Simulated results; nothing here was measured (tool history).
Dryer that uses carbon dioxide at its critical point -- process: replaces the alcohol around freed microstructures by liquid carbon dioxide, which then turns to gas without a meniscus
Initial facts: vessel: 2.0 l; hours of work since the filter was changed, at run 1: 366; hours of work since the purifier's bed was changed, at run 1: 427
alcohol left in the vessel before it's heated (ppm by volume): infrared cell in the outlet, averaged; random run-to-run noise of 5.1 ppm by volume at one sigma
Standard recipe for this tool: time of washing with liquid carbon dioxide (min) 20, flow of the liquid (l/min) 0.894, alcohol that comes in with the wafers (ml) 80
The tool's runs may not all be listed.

run,hour,time of washing with liquid carbon dioxide (min),flow of the liquid (l/min),alcohol that comes in with the wafers (ml),hours of work since the filter was changed,hours of work since the purifier's bed was changed,alcohol left in the vessel before it's heated (ppm by volume)
1,0.0,20,0.894,80,366,427,173
2,54.7,20,0.894,80,403,464,186
3,125.0,23,0.894,80,450,512,134
# hour 148.7: inlet filter changed
4,162.1,20,0.894,80,9,536,137
5,200.6,20,0.894,80,35,562,132
6,260.1,20,0.894,53,76,603,142

Estimate the outcome of run 7 from the log above:
7,300.2,20,0.894,48,103,630,?

Run 7 came out at alcohol left in the vessel before it's heated (ppm by volume) 147.
Without the tool's hidden state the same run would have given alcohol left in the vessel before it's heated (ppm by volume) 38.
